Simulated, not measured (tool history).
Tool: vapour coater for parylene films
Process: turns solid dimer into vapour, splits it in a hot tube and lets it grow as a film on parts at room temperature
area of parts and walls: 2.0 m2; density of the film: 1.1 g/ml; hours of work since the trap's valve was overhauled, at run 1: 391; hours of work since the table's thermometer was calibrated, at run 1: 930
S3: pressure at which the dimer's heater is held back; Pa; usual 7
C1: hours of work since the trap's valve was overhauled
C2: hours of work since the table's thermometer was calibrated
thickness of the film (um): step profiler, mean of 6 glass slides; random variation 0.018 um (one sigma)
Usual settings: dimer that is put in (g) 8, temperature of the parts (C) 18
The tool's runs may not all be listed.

Run 1, hour 0: usual settings; C1 391; C2 930. Result: thickness of the film (um) 2.59.
Run 2, hour 31.3: usual settings but temperature of the parts (C) 25; C1 415; C2 954. Result: thickness of the film (um) 1.84.
Run 3, hour 68.7: usual settings; C1 442; C2 981. Result: thickness of the film (um) 2.55.
Run 4, hour 95.8: usual settings; C1 462; C2 1002. Result: thickness of the film (um) 2.54.
Run 5, hour 126.9: usual settings; C1 486; C2 1025. Result: thickness of the film (um) 2.52.
Run 6, hour 144.9: usual settings but S3 5.11 Pa; C1 499; C2 1038. Result: thickness of the film (um) 2.6.
Run 7, hour 172.3: usual settings but S3 5.11 Pa; C1 519; C2 1058. Result: thickness of the film (um) 2.56.
Run 8, hour 192.9: usual settings but S3 5.11 Pa; C1 534; C2 1074. Result: thickness of the film (um) 2.53.
Run 9, hour 231.6: usual settings but S3 2.03 Pa; C1 563; C2 1102. Result: thickness of the film (um) 2.66.
At hour 242.5: trap's valve overhauled.
Run 10, hour 266.1: usual settings but S3 2.03 Pa; C1 17; C2 1125. Result: thickness of the film (um) 2.96.
Run 11, hour 285.5: usual settings; C1 32; C2 1139. Result: thickness of the film (um) 2.76.
Run 12, hour 310.8: usual settings; C1 51; C2 1158. Result: thickness of the film (um) 2.81.
Run 13, hour 331.9: usual settings; C1 66; C2 1174. Result: thickness of the film (um) 2.77.
Run 14, hour 365.9: usual settings; C1 92; C2 1199. Result: thickness of the film (um) 2.77.
Run 15, hour 383: usual settings; C1 104; C2 1212. Result: thickness of the film (um) 2.72.
Run 16, hour 399.4: usual settings; C1 116; C2 1224. Result: thickness of the film (um) 2.74.
Run 17, hour 435.9: usual settings but temperature of the parts (C) 23; C1 144; C2 1251. Result: thickness of the film (um) 2.17.
Run 18, hour 460.2: usual settings but temperature of the parts (C) 23; C1 162; C2 1269. Result: thickness of the film (um) 2.15.
Run 19, hour 492.9: usual settings but dimer that is put in (g) 5, temperature of the parts (C) 10, S3 8.14 Pa; C1 186; C2 1293. Result: thickness of the film (um) 2.14.
Run 20, hour 515.8: usual settings but dimer that is put in (g) 5, temperature of the parts (C) 10, S3 8.14 Pa; C1 203; C2 1310. Result: thickness of the film (um) 2.16.
Run 21, hour 539.7: usual settings but dimer that is put in (g) 5, temperature of the parts (C) 10, S3 8.14 Pa; C1 221; C2 1328. Result: thickness of the film (um) 2.14.
Run 22, hour 574.9: usual settings but dimer that is put in (g) 11, temperature of the parts (C) 10, S3 8.14 Pa; C1 247; C2 1354. Result: thickness of the film (um) 4.68.
Run 23, hour 608.2: usual settings but dimer that is put in (g) 5, temperature of the parts (C) 11, S3 8.96 Pa; C1 271; C2 1379. Result: thickness of the film (um) 2.13.
Run 24, hour 643.1: usual settings but S3 3.95 Pa; C1 297; C2 1405. Result: thickness of the film (um) 2.75.
Run 25, hour 662.2: usual settings but dimer that is put in (g) 4, temperature of the parts (C) 24, S3 6.21 Pa; C1 312; C2 1419. Result: thickness of the film (um) 1.02.
Run 26, hour 688.4: usual settings but dimer that is put in (g) 4, temperature of the parts (C) 24, S3 6.21 Pa; C1 331; C2 1438. Result: thickness of the film (um) 1.
Run 27, hour 713.1: usual settings but temperature of the parts (C) 17, S3 3.08 Pa; C1 349; C2 1457. Result: thickness of the film (um) 2.88.
Run 28, hour 730.9: usual settings but dimer that is put in (g) 12, temperature of the parts (C) 11, S3 5.55 Pa; C1 363; C2 1470. Result: thickness of the film (um) 5.02.
Run 29, hour 754.6: usual settings but dimer that is put in (g) 3, temperature of the parts (C) 29; C1 380; C2 1488. Result: thickness of the film (um) 0.58.
Run 30, hour 784: usual settings but dimer that is put in (g) 4, temperature of the parts (C) 29, S3 9.13 Pa; C1 402; C2 1509. Result: thickness of the film (um) 0.76.
Run 31, hour 804.8: usual settings but temperature of the parts (C) 23, S3 5.05 Pa; C1 417; C2 1525. Result: thickness of the film (um) 2.09.
Run 32, hour 831.7: usual settings but dimer that is put in (g) 4, S3 5.83 Pa; C1 437; C2 1545. Result: thickness of the film (um) 1.34.
Run 33, hour 867.6: usual settings but dimer that is put in (g) 10, temperature of the parts (C) 14; C1 464; C2 1572. Result: thickness of the film (um) 3.87.
Run 34, hour 898: usual settings but dimer that is put in (g) 11, temperature of the parts (C) 24, S3 2.76 Pa; C1 487; C2 1594. Result: thickness of the film (um) 2.81.
Run 35, hour 937: usual settings but dimer that is put in (g) 11, temperature of the parts (C) 24, S3 2.76 Pa; C1 516; C2 1623. Result: thickness of the film (um) 2.78.
Run 36, hour 961: usual settings but dimer that is put in (g) 10, S3 7.06 Pa; C1 533; C2 1641. Result: thickness of the film (um) 3.18.

Measured less the same run without the tool's hidden state. The same run-to-run variation is in both; the gauge's scatter may not be:
The hidden state here: vapour lost through the trap's worn valve, %; true temperature of the parts over the reading, C; drift of the gauge itself on film_um, %.
run  thickness of the film (um)
  1                       -0.21
  2                       -0.16
  3                       -0.24
  4                       -0.24
  5                       -0.26
  6                       -0.27
  7                       -0.29
  8                       -0.29
  9                       -0.32
 10                       +0.01
 11                          +0
 12                       -0.01
 13                       -0.02
 14                       -0.03
 15                       -0.04
 16                       -0.04
 17                       -0.04
 18                       -0.05
 19                       -0.08
 20                       -0.09
 21                       -0.11
 22                       -0.25
 23                       -0.12
 24                       -0.14
 25                       -0.05
 26                       -0.06
 27                       -0.18
 28                       -0.39
 29                       -0.04
 30                       -0.06
 31                       -0.16
 32                       -0.11
 33                       -0.33
 34                       -0.25
 35                       -0.27
 36                       -0.32
